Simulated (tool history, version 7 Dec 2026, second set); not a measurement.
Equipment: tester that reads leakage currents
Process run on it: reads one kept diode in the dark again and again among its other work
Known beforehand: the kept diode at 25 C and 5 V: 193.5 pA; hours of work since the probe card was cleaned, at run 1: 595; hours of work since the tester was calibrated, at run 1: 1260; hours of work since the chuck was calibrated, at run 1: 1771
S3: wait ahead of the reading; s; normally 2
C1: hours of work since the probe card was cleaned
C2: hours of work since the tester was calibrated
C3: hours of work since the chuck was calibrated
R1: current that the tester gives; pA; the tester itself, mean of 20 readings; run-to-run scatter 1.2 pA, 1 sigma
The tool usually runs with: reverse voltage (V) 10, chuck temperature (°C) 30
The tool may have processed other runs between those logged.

{"run": 1, "hour": 0.0, "reverse voltage (V)": 10, "chuck temperature (°C)": 30, "S3": 2, "C1": 595, "C2": 1260, "C3": 1771, "R1": 450.19}
{"run": 2, "hour": 46.4, "reverse voltage (V)": 10, "chuck temperature (°C)": 30, "S3": 2, "C1": 627, "C2": 1292, "C3": 1804, "R1": 450.73}
{"run": 3, "hour": 84.5, "reverse voltage (V)": 10, "chuck temperature (°C)": 22, "S3": 2, "C1": 654, "C2": 1319, "C3": 1831, "R1": 249.78}
{"run": 4, "hour": 120.0, "reverse voltage (V)": 10, "chuck temperature (°C)": 22, "S3": 2, "C1": 679, "C2": 1344, "C3": 1856, "R1": 250.2}
{"run": 5, "hour": 160.3, "reverse voltage (V)": 10, "chuck temperature (°C)": 22, "S3": 2, "C1": 707, "C2": 1372, "C3": 1884, "R1": 250.61}
{"run": 6, "hour": 213.5, "reverse voltage (V)": 10, "chuck temperature (°C)": 22, "S3": 2, "C1": 745, "C2": 1410, "C3": 1921, "R1": 252.58}
{"run": 7, "hour": 263.6, "reverse voltage (V)": 10, "chuck temperature (°C)": 37, "S3": 2, "C1": 780, "C2": 1445, "C3": 1957, "R1": 751.84}
{"run": 8, "hour": 304.7, "reverse voltage (V)": 10, "chuck temperature (°C)": 37, "S3": 2, "C1": 809, "C2": 1474, "C3": 1986, "R1": 752.29}
{"run": 9, "hour": 351.0, "reverse voltage (V)": 10, "chuck temperature (°C)": 25, "S3": 2, "C1": 841, "C2": 1506, "C3": 2018, "R1": 319.41}
{"run": 10, "hour": 396.7, "reverse voltage (V)": 10, "chuck temperature (°C)": 30, "S3": 2.28, "C1": 873, "C2": 1538, "C3": 2050, "R1": 458.83}
{"run": 11, "hour": 436.8, "reverse voltage (V)": 9.9, "chuck temperature (°C)": 55, "S3": 1.99, "C1": 902, "C2": 1567, "C3": 2078, "R1": 2465.07}
{"run": 12, "hour": 488.9, "reverse voltage (V)": 3.8, "chuck temperature (°C)": 30, "S3": 2.51, "C1": 938, "C2": 1603, "C3": 2115, "R1": 285.12}
{"hour": 515.0, "done": "chuck's temperature calibrated"}
{"run": 13, "hour": 520.6, "reverse voltage (V)": 3.8, "chuck temperature (°C)": 30, "S3": 2.51, "C1": 959, "C2": 1624, "C3": 4, "R1": 247.39}
{"run": 14, "hour": 556.5, "reverse voltage (V)": 3.8, "chuck temperature (°C)": 30, "S3": 0.89, "C1": 984, "C2": 1649, "C3": 29, "R1": 247.14}

What if the next run were any one of these 5? Each begins from the tool's condition after run 14:
{"run": "A", "hour": 596.1, "reverse voltage (V)": 4.3, "chuck temperature (°C)": 21, "S3": 2, "C1": 1012, "C2": 1677, "C3": 57, "R1": "?"}
{"run": "B", "hour": 596.1, "reverse voltage (V)": 3.8, "chuck temperature (°C)": 57, "S3": 0.89, "C1": 1012, "C2": 1677, "C3": 57, "R1": "?"}
{"run": "C", "hour": 596.1, "reverse voltage (V)": 5.7, "chuck temperature (°C)": 48, "S3": 2, "C1": 1012, "C2": 1677, "C3": 57, "R1": "?"}
{"run": "D", "hour": 596.1, "reverse voltage (V)": 4.2, "chuck temperature (°C)": 31, "S3": 0.52, "C1": 1012, "C2": 1677, "C3": 57, "R1": "?"}
{"run": "E", "hour": 596.1, "reverse voltage (V)": 3.8, "chuck temperature (°C)": 30, "S3": 6.27, "C1": 1012, "C2": 1677, "C3": 57, "R1": "?"}

run=A R1=134.28
run=B R1=1552.14
run=C R1=1058.34
run=D R1=281.92
run=E R1=246.75
Without the tool's hidden state the same runs would have given:
run=A R1=132.47
run=B R1=1561.17
run=C R1=1062.49
run=D R1=281.27
run=E R1=246.12

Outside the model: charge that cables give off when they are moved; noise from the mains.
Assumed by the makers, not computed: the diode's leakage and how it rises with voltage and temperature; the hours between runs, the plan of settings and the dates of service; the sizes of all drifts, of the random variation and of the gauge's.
